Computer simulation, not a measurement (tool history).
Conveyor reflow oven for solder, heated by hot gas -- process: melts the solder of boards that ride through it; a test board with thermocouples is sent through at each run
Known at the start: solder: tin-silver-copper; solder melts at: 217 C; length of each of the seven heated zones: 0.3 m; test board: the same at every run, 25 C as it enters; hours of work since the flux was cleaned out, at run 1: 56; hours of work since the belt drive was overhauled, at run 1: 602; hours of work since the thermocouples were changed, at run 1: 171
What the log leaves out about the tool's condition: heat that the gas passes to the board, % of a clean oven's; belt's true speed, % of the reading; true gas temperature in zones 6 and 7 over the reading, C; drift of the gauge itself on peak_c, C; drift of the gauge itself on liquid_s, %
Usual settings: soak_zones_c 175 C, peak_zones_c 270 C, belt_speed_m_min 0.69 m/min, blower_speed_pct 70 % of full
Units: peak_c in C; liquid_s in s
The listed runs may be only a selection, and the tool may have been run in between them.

| run | hour | soak_zones_c | peak_zones_c | belt_speed_m_min | blower_speed_pct | hours of work since the flux was cleaned out | hours of work since the belt drive was overhauled | hours of work since the thermocouples were changed | peak_c | liquid_s |
|---|---|---|---|---|---|---|---|---|---|---|
| 1 | 0 | 175 | 270 | 0.69 | 70 | 56 | 602 | 171 | 257.1 | 42.1 |
| 2 | 10.1 | 181 | 270 | 0.69 | 70 | 60 | 607 | 176 | 258.8 | 43.7 |
| 3 | 17.3 | 181 | 270 | 0.69 | 70 | 64 | 610 | 179 | 257.9 | 43.8 |
| 4 | 27 | 166 | 270 | 0.69 | 70 | 68 | 614 | 184 | 255 | 39.4 |
| 5 | 31.7 | 166 | 270 | 0.69 | 70 | 70 | 616 | 186 | 256.1 | 39.5 |
| 6 | 40.3 | 175 | 268 | 0.69 | 70 | 74 | 620 | 190 | 254.6 | 41.5 |
| 7 | 49.9 | 175 | 268 | 0.69 | 70 | 78 | 625 | 194 | 255.5 | 41.2 |
| 8 | 54.3 | 175 | 275 | 0.69 | 70 | 80 | 627 | 196 | 261.5 | 43.4 |
| 9 | 59.4 | 175 | 270 | 0.69 | 70 | 83 | 629 | 198 | 257.2 | 42 |
| 10 | 67.2 | 175 | 270 | 0.69 | 70 | 86 | 632 | 202 | 256.9 | 42.2 |
| 11 | 71.5 | 175 | 270 | 0.69 | 70 | 88 | 634 | 204 | 257 | 42 |
| 12 | 77.1 | 175 | 270 | 0.69 | 70 | 91 | 637 | 206 | 257.2 | 41.9 |
| 13 | 81.9 | 175 | 270 | 0.69 | 70 | 93 | 639 | 208 | 256.7 | 41.9 |
| 14 | 89.5 | 175 | 270 | 0.69 | 70 | 96 | 643 | 212 | 256.5 | 41.8 |
| 15 | 97.7 | 175 | 270 | 0.69 | 70 | 100 | 646 | 216 | 257.1 | 42.1 |
| 16 | 105.3 | 175 | 270 | 0.682 | 52 | 103 | 650 | 219 | 253.6 | 40.3 |
| 17 | 109.4 | 179 | 270 | 0.682 | 52 | 105 | 652 | 221 | 254.3 | 41.9 |
| 18 | 117.2 | 175 | 270 | 0.583 | 70 | 109 | 655 | 224 | 260.7 | 52.1 |
| 19 | 126.2 | 175 | 270 | 0.69 | 66 | 113 | 659 | 228 | 256 | 41.3 |
| 20 | 130.7 | 162 | 275 | 0.69 | 53 | 115 | 661 | 231 | 255.4 | 37.9 |
| 21 | 136.8 | 164 | 275 | 0.672 | 55 | 118 | 664 | 233 | 257.9 | 40 |
| 22 | 142.9 | 164 | 275 | 0.672 | 55 | 120 | 667 | 236 | 258 | 40.6 |
| 23 | 153 | 164 | 275 | 0.672 | 52 | 125 | 671 | 241 | 256.4 | 40 |
| 24 | 161.9 | 175 | 261 | 0.69 | 70 | 129 | 675 | 245 | 249 | 38.4 |
| 25 | 166.8 | 167 | 261 | 0.69 | 71 | 131 | 677 | 247 | 247.8 | 35.8 |
| 26 | 174.5 | 167 | 261 | 0.69 | 71 | 135 | 681 | 250 | 248 | 36.2 |
| 27 | 179.2 | 167 | 261 | 0.69 | 71 | 137 | 683 | 252 | 247.6 | 35.8 |

Consider 5 possible next runs. They are alternatives, not a sequence: every one starts from the tool as it was left by run 27. What does each give?
| A | 187.4 | 175 | 261 | 0.69 | 70 | 140 | 687 | 256 | ? | ? |
| B | 187.4 | 167 | 261 | 0.677 | 71 | 140 | 687 | 256 | ? | ? |
| C | 187.4 | 185 | 280 | 0.69 | 51 | 140 | 687 | 256 | ? | ? |
| D | 187.4 | 179 | 266 | 0.615 | 70 | 140 | 687 | 256 | ? | ? |
| E | 187.4 | 172 | 270 | 0.567 | 80 | 140 | 687 | 256 | ? | ? |

| run | peak_c | liquid_s |
|---|---|---|
| A | 248.6 | 38.2 |
| B | 248.5 | 37 |
| C | 263.4 | 46.5 |
| D | 256.9 | 48.7 |
| E | 263.4 | 54.1 |
With the hidden condition removed and each run's random variation left untouched, the same runs would have given:
| run | peak_c | liquid_s |
|---|---|---|
| A | 248.6 | 38.3 |
| B | 248.6 | 37 |
| C | 263.5 | 46.5 |
| D | 256.9 | 48.7 |
| E | 263.4 | 54.1 |

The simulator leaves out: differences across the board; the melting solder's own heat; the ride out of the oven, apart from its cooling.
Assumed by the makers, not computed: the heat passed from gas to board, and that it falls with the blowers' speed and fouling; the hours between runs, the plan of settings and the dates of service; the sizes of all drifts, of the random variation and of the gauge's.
